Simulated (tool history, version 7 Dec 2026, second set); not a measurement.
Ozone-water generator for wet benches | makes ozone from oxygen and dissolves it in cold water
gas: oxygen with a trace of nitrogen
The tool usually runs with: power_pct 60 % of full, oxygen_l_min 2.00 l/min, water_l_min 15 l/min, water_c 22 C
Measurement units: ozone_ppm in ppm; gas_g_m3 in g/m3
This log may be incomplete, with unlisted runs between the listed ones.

{"run": 1, "hour": 0.0, "power_pct": 60, "oxygen_l_min": 2.0, "water_l_min": 15, "water_c": 22, "ozone_ppm": 10.4, "gas_g_m3": 176.7}
{"run": 2, "hour": 103.3, "power_pct": 60, "oxygen_l_min": 2.0, "water_l_min": 15, "water_c": 22, "ozone_ppm": 10.4, "gas_g_m3": 176.5}
{"run": 3, "hour": 185.4, "power_pct": 60, "oxygen_l_min": 2.0, "water_l_min": 15, "water_c": 22, "ozone_ppm": 10.3, "gas_g_m3": 177.8}
{"run": 4, "hour": 274.2, "power_pct": 60, "oxygen_l_min": 2.0, "water_l_min": 15, "water_c": 22, "ozone_ppm": 10.1, "gas_g_m3": 176.4}
{"run": 5, "hour": 385.5, "power_pct": 60, "oxygen_l_min": 1.91, "water_l_min": 15, "water_c": 22, "ozone_ppm": 10.1, "gas_g_m3": 177.5}
{"run": 6, "hour": 548.6, "power_pct": 60, "oxygen_l_min": 1.91, "water_l_min": 15, "water_c": 22, "ozone_ppm": 10.3, "gas_g_m3": 178.3}
{"run": 7, "hour": 724.1, "power_pct": 45, "oxygen_l_min": 2.0, "water_l_min": 15, "water_c": 22, "ozone_ppm": 8.2, "gas_g_m3": 137.0}
{"run": 8, "hour": 924.5, "power_pct": 45, "oxygen_l_min": 2.0, "water_l_min": 15, "water_c": 22, "ozone_ppm": 8.1, "gas_g_m3": 137.9}
{"run": 9, "hour": 1124.0, "power_pct": 60, "oxygen_l_min": 2.0, "water_l_min": 15, "water_c": 22, "ozone_ppm": 10.4, "gas_g_m3": 174.8}
{"run": 10, "hour": 1284.4, "power_pct": 60, "oxygen_l_min": 2.0, "water_l_min": 15, "water_c": 22, "ozone_ppm": 10.2, "gas_g_m3": 175.0}
{"run": 11, "hour": 1449.7, "power_pct": 87, "oxygen_l_min": 2.97, "water_l_min": 12, "water_c": 18, "ozone_ppm": 20.5, "gas_g_m3": 209.6}
{"run": 12, "hour": 1600.9, "power_pct": 87, "oxygen_l_min": 2.97, "water_l_min": 12, "water_c": 18, "ozone_ppm": 20.5, "gas_g_m3": 211.7}
{"hour": 1670.7, "done": "water thermometer calibrated"}
{"run": 13, "hour": 1772.9, "power_pct": 60, "oxygen_l_min": 2.0, "water_l_min": 10, "water_c": 22, "ozone_ppm": 15.0, "gas_g_m3": 175.2}
{"run": 14, "hour": 1885.5, "power_pct": 60, "oxygen_l_min": 2.59, "water_l_min": 21, "water_c": 26, "ozone_ppm": 8.0, "gas_g_m3": 158.6}
{"run": 15, "hour": 2025.4, "power_pct": 55, "oxygen_l_min": 2.59, "water_l_min": 21, "water_c": 26, "ozone_ppm": 7.2, "gas_g_m3": 149.5}
{"run": 16, "hour": 2190.2, "power_pct": 55, "oxygen_l_min": 1.94, "water_l_min": 21, "water_c": 22, "ozone_ppm": 6.7, "gas_g_m3": 163.5}
{"run": 17, "hour": 2295.0, "power_pct": 54, "oxygen_l_min": 1.94, "water_l_min": 21, "water_c": 22, "ozone_ppm": 6.3, "gas_g_m3": 160.5}
{"run": 18, "hour": 2406.3, "power_pct": 54, "oxygen_l_min": 1.94, "water_l_min": 21, "water_c": 22, "ozone_ppm": 6.4, "gas_g_m3": 159.0}
{"run": 19, "hour": 2604.7, "power_pct": 54, "oxygen_l_min": 1.94, "water_l_min": 21, "water_c": 22, "ozone_ppm": 6.6, "gas_g_m3": 160.3}

4 options for the next run, each taken on its own from the tool as it stands now. Forecast them:
{"run": "A", "hour": 2784.3, "power_pct": 89, "oxygen_l_min": 1.39, "water_l_min": 24, "water_c": 22, "ozone_ppm": "?", "gas_g_m3": "?"}
{"run": "B", "hour": 2784.3, "power_pct": 60, "oxygen_l_min": 2.0, "water_l_min": 15, "water_c": 26, "ozone_ppm": "?", "gas_g_m3": "?"}
{"run": "C", "hour": 2784.3, "power_pct": 60, "oxygen_l_min": 2.0, "water_l_min": 13, "water_c": 22, "ozone_ppm": "?", "gas_g_m3": "?"}
{"run": "D", "hour": 2784.3, "power_pct": 97, "oxygen_l_min": 2.06, "water_l_min": 15, "water_c": 22, "ozone_ppm": "?", "gas_g_m3": "?"}

run=A ozone_ppm=7.4 gas_g_m3=277.7
run=B ozone_ppm=9.7 gas_g_m3=175.1
run=C ozone_ppm=11.7 gas_g_m3=173.5
run=D ozone_ppm=15.9 gas_g_m3=261.0
Without the tool's hidden state the same runs would have given:
run=A ozone_ppm=7.5 gas_g_m3=284.4
run=B ozone_ppm=9.8 gas_g_m3=179.2
run=C ozone_ppm=11.7 gas_g_m3=177.7
run=D ozone_ppm=16.0 gas_g_m3=267.3

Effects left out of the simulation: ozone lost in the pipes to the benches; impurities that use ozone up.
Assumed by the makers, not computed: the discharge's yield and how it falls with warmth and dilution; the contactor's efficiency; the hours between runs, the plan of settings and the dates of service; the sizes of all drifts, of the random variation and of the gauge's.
